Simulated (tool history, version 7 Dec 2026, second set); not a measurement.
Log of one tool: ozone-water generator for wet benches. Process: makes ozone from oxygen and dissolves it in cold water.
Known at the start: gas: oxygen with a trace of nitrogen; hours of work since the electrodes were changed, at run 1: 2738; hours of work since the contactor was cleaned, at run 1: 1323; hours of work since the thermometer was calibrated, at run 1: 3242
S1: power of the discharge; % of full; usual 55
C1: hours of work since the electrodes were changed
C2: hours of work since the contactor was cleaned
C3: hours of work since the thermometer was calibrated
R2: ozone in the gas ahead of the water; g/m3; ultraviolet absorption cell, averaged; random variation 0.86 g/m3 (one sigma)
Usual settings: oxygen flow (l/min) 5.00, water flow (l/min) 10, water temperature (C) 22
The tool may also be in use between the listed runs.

Run 1, hour 0.0: usual settings; C1 2738; C2 1323; C3 3242. Result: dissolved ozone (ppm) 14.1, R2 139.6 g/m3.
Run 2, hour 185.2: usual settings; C1 2910; C2 1495; C3 3415. Result: dissolved ozone (ppm) 14.2, R2 142.3 g/m3.
Run 3, hour 275.3: usual settings; C1 2994; C2 1579; C3 3499. Result: dissolved ozone (ppm) 14.3, R2 140.9 g/m3.
Run 4, hour 366.2: usual settings but S1 41 % of full; C1 3079; C2 1664; C3 3583. Result: dissolved ozone (ppm) 12.0, R2 119.8 g/m3.
Run 5, hour 445.3: usual settings but S1 41 % of full; C1 3153; C2 1737; C3 3657. Result: dissolved ozone (ppm) 11.8, R2 118.3 g/m3.
Run 6, hour 574.8: usual settings but S1 41 % of full; C1 3273; C2 1858; C3 3777. Result: dissolved ozone (ppm) 12.0, R2 119.3 g/m3.
Run 7, hour 681.5: usual settings but water temperature (C) 23; C1 3372; C2 1957; C3 3877. Result: dissolved ozone (ppm) 14.0, R2 140.0 g/m3.
Run 8, hour 821.5: usual settings but water temperature (C) 23; C1 3503; C2 2088; C3 4007. Result: dissolved ozone (ppm) 13.8, R2 139.9 g/m3.
Run 9, hour 976.3: usual settings but water temperature (C) 23; C1 3647; C2 2232; C3 4151. Result: dissolved ozone (ppm) 13.8, R2 140.1 g/m3.
Run 10, hour 1090.7: usual settings but S1 43 % of full; C1 3753; C2 2338; C3 4258. Result: dissolved ozone (ppm) 12.3, R2 121.6 g/m3.
Run 11, hour 1258.8: usual settings but S1 43 % of full; C1 3910; C2 2495; C3 4414. Result: dissolved ozone (ppm) 12.4, R2 121.1 g/m3.
At hour 1371.9: water thermometer calibrated.
Run 12, hour 1427.2: usual settings but S1 43 % of full; C1 4066; C2 2651; C3 52. Result: dissolved ozone (ppm) 12.4, R2 120.8 g/m3.
Run 13, hour 1587.7: usual settings but water temperature (C) 19; C1 4216; C2 2800; C3 201. Result: dissolved ozone (ppm) 14.9, R2 140.5 g/m3.
Run 14, hour 1705.1: usual settings; C1 4325; C2 2910; C3 310. Result: dissolved ozone (ppm) 14.1, R2 141.8 g/m3.
Run 15, hour 1798.7: usual settings but water temperature (C) 15; C1 4412; C2 2997; C3 397. Result: dissolved ozone (ppm) 16.1, R2 140.9 g/m3.
Run 16, hour 1943.7: usual settings; C1 4547; C2 3132; C3 532. Result: dissolved ozone (ppm) 14.1, R2 140.1 g/m3.
Run 17, hour 2105.4: usual settings; C1 4698; C2 3282; C3 683. Result: dissolved ozone (ppm) 14.3, R2 141.9 g/m3.
Run 18, hour 2206.0: usual settings; C1 4791; C2 3376; C3 777. Result: dissolved ozone (ppm) 14.2, R2 141.1 g/m3.
Run 19, hour 2337.6: usual settings; C1 4914; C2 3498; C3 899. Result: dissolved ozone (ppm) 14.0, R2 140.9 g/m3.
Run 20, hour 2487.9: usual settings but oxygen flow (l/min) 2.87; C1 5054; C2 3638; C3 1039. Result: dissolved ozone (ppm) 14.5, R2 180.9 g/m3.
Run 21, hour 2637.7: usual settings but S1 42 % of full, oxygen flow (l/min) 3.69, water flow (l/min) 14, water temperature (C) 17; C1 5193; C2 3778; C3 1178. Result: dissolved ozone (ppm) 9.5, R2 138.6 g/m3.
Run 22, hour 2745.6: usual settings but S1 74 % of full, oxygen flow (l/min) 3.57; C1 5294; C2 3878; C3 1279. Result: dissolved ozone (ppm) 17.2, R2 194.2 g/m3.
Run 23, hour 2856.4: usual settings but oxygen flow (l/min) 4.20; C1 5397; C2 3981; C3 1382. Result: dissolved ozone (ppm) 14.4, R2 151.8 g/m3.
Run 24, hour 2948.6: usual settings but S1 76 % of full; C1 5483; C2 4067; C3 1468. Result: dissolved ozone (ppm) 17.0, R2 168.8 g/m3.
Run 25, hour 3057.4: usual settings but S1 69 % of full, oxygen flow (l/min) 3.09, water flow (l/min) 8; C1 5584; C2 4169; C3 1569. Result: dissolved ozone (ppm) 20.3, R2 198.1 g/m3.
Run 26, hour 3226.3: usual settings but S1 43 % of full, oxygen flow (l/min) 5.09, water temperature (C) 24; C1 5741; C2 4326; C3 1726. Result: dissolved ozone (ppm) 11.9, R2 122.0 g/m3.
Run 27, hour 3332.8: usual settings but S1 49 % of full, oxygen flow (l/min) 5.09, water flow (l/min) 7, water temperature (C) 14; C1 5840; C2 4425; C3 1826. Result: dissolved ozone (ppm) 20.6, R2 130.4 g/m3.
Run 28, hour 3510.6: usual settings but S1 81 % of full, water flow (l/min) 11; C1 6006; C2 4591; C3 1991. Result: dissolved ozone (ppm) 16.4, R2 174.1 g/m3.
Run 29, hour 3634.6: usual settings but S1 53 % of full, water temperature (C) 27; C1 6121; C2 4706; C3 2107. Result: dissolved ozone (ppm) 12.3, R2 138.0 g/m3.
Run 30, hour 3755.9: usual settings but S1 65 % of full, water temperature (C) 16; C1 6234; C2 4819; C3 2219. Result: dissolved ozone (ppm) 17.6, R2 154.3 g/m3.
Run 31, hour 3926.5: usual settings but S1 91 % of full, water flow (l/min) 8, water temperature (C) 18; C1 6393; C2 4978; C3 2378. Result: dissolved ozone (ppm) 24.7, R2 187.6 g/m3.
Run 32, hour 4052.8: usual settings but water flow (l/min) 13, water temperature (C) 26; C1 6511; C2 5095; C3 2496. Result: dissolved ozone (ppm) 10.4, R2 140.0 g/m3.
Run 33, hour 4153.0: usual settings but water flow (l/min) 13, water temperature (C) 26; C1 6604; C2 5189; C3 2589. Result: dissolved ozone (ppm) 10.4, R2 139.3 g/m3.

Forecast each of these 4 alternatives for the next run:
Run A, hour 4241.5: usual settings but S1 44 % of full, oxygen flow (l/min) 2.73; C1 6686; C2 5271; C3 2672. Result: dissolved ozone (ppm) ?, R2 ?.
Run B, hour 4241.5: usual settings but oxygen flow (l/min) 4.12; C1 6686; C2 5271; C3 2672. Result: dissolved ozone (ppm) ?, R2 ?.
Run C, hour 4241.5: usual settings but oxygen flow (l/min) 8.17, water flow (l/min) 15; C1 6686; C2 5271; C3 2672. Result: dissolved ozone (ppm) ?, R2 ?.
Run D, hour 4241.5: usual settings but water temperature (C) 29; C1 6686; C2 5271; C3 2672. Result: dissolved ozone (ppm) ?, R2 ?.

run  dissolved ozone (ppm)     R2
  A                   12.6  163.4
  B                   14.3  153.8
  C                    9.3  111.9
  D                   12.2  141.4
Without the tool's hidden state the same runs would have given:
run  dissolved ozone (ppm)     R2
  A                   12.6  163.6
  B                   14.3  154.0
  C                    9.3  112.1
  D                   12.3  141.6
